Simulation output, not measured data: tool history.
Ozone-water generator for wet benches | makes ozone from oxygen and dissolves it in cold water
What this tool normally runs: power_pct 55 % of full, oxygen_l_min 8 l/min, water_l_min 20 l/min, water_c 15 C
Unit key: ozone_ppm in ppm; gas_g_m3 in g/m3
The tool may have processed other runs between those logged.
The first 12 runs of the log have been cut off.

run 13 hour=493.3 | power_pct=49 oxygen_l_min=8 water_l_min=30 water_c=15 | ozone_ppm=8.8 gas_g_m3=112.6
run 14 hour=515.6 | power_pct=55 oxygen_l_min=8 water_l_min=20 water_c=15 | ozone_ppm=14.3 gas_g_m3=123.8
run 15 hour=540.7 | power_pct=55 oxygen_l_min=8 water_l_min=20 water_c=15 | ozone_ppm=14.2 gas_g_m3=125.3
run 16 hour=580.5 | power_pct=55 oxygen_l_min=8 water_l_min=20 water_c=15 | ozone_ppm=14.5 gas_g_m3=125
run 17 hour=620.5 | power_pct=55 oxygen_l_min=8 water_l_min=20 water_c=15 | ozone_ppm=14.3 gas_g_m3=123.5
run 18 hour=667.6 | power_pct=55 oxygen_l_min=5.23 water_l_min=20 water_c=15 | ozone_ppm=13.5 gas_g_m3=147.8
run 19 hour=709.4 | power_pct=55 oxygen_l_min=5.23 water_l_min=20 water_c=15 | ozone_ppm=13.5 gas_g_m3=148.1
run 20 hour=736.7 | power_pct=52 oxygen_l_min=5.23 water_l_min=20 water_c=12 | ozone_ppm=13.2 gas_g_m3=138.2
run 21 hour=787.2 | power_pct=63 oxygen_l_min=8 water_l_min=20 water_c=15 | ozone_ppm=15.9 gas_g_m3=137.2
run 22 hour=810.8 | power_pct=63 oxygen_l_min=8 water_l_min=20 water_c=15 | ozone_ppm=16 gas_g_m3=138.7
run 23 hour=846.9 | power_pct=75 oxygen_l_min=10.35 water_l_min=16 water_c=10 | ozone_ppm=24.2 gas_g_m3=145.2
run 24 hour=886.5 | power_pct=75 oxygen_l_min=4.77 water_l_min=25 water_c=17 | ozone_ppm=13.7 gas_g_m3=197.9
run 25 hour=909.7 | power_pct=75 oxygen_l_min=4.77 water_l_min=25 water_c=17 | ozone_ppm=13.3 gas_g_m3=195.2

Estimate the outcome of run 26 from the log above:
run 26 hour=961.2 | power_pct=75 oxygen_l_min=8 water_l_min=20 water_c=17 | ozone_ppm=? gas_g_m3=?

ozone_ppm: 17.7 ppm
gas_g_m3: 160.5 g/m3
Take away the tool's hidden state, keep the run-to-run variation as it was, and the same run would have given ozone_ppm 18.9 ppm, gas_g_m3 167.5 g/m3.

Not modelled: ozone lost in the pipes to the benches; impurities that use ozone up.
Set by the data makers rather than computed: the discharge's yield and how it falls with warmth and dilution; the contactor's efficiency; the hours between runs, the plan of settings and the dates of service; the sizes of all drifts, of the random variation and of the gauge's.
